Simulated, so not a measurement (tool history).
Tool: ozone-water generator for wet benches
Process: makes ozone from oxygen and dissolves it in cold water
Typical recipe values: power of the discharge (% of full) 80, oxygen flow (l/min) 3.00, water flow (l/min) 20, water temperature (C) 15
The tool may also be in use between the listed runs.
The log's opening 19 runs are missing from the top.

run      day  power of the discharge (% of full)  oxygen flow (l/min)  water flow (l/min)  water temperature (C)  hours of work since the electrodes were changed  hours of work since the contactor was cleaned  hours of work since the thermometer was calibrated  dissolved ozone (ppm)  ozone in the gas ahead of the water (g/m3)
 20   61.900                                  63                 2.26                  14                     19                                             1521                                           7362                                                 687                   16.8                                       237.2
 21   64.217                                  63                 2.26                  14                     19                                             1558                                           7399                                                 724                   16.7                                       233.8
 22   67.108                                  63                 2.26                  19                     19                                             1604                                           7446                                                 771                   12.3                                       236.3
 23   70.708                                  49                 2.29                  17                      8                                             1662                                           7503                                                 829                   12.7                                       199.4
 24   74.638                                  52                 2.13                  12                     12                                             1725                                           7567                                                 892                   17.8                                       213.0
 25   77.450                                  41                 2.80                  20                     15                                             1771                                           7612                                                 937                    9.9                                       165.4
 26   80.850                                  80                 1.53                  16                     10                                             1825                                           7667                                                 992                   15.2                                       314.6
 27   83.175                                  80                 1.53                  16                     10                                             1863                                           7704                                                1029                   15.3                                       314.2
 28   86.683                                  80                 5.24                  23                     11                                             1919                                           7760                                                1086                   17.4                                       214.0
 29   91.058                                  80                 2.25                  23                     11                                             1989                                           7831                                                1156                   12.6                                       276.0
 30   93.679                                  57                 3.99                  16                     12                                             2032                                           7873                                                1198                   18.0                                       186.1
 31   97.708                                  46                 2.18                  30                     10                                             2096                                           7938                                                1263                    6.1                                       194.4
 32   99.792                                  67                 2.08                  16                      7                                             2130                                           7971                                                1296                   16.2                                       252.1
 33  103.158                                  80                 3.00                  29                      7                                             2184                                           8025                                                1350                   10.9                                       253.6

3 options for the next run, each taken on its own from the tool as it stands now. Forecast them:
  A  105.879                                  51                 3.00                  26                     15                                             2228                                           8069                                                1394                      ?                                           ?
  B  105.879                                  80                 3.00                  14                     11                                             2228                                           8069                                                1394                      ?                                           ?
  C  105.879                                  77                 3.00                  24                      7                                             2228                                           8069                                                1394                      ?                                           ?

run  dissolved ozone (ppm)  ozone in the gas ahead of the water (g/m3)
  A                    8.9                                       188.6
  B                   23.7                                       253.0
  C                   13.7                                       247.4
Without the tool's hidden state the same runs would have given:
run  dissolved ozone (ppm)  ozone in the gas ahead of the water (g/m3)
  A                    8.9                                       193.0
  B                   23.8                                       259.0
  C                   13.8                                       253.2

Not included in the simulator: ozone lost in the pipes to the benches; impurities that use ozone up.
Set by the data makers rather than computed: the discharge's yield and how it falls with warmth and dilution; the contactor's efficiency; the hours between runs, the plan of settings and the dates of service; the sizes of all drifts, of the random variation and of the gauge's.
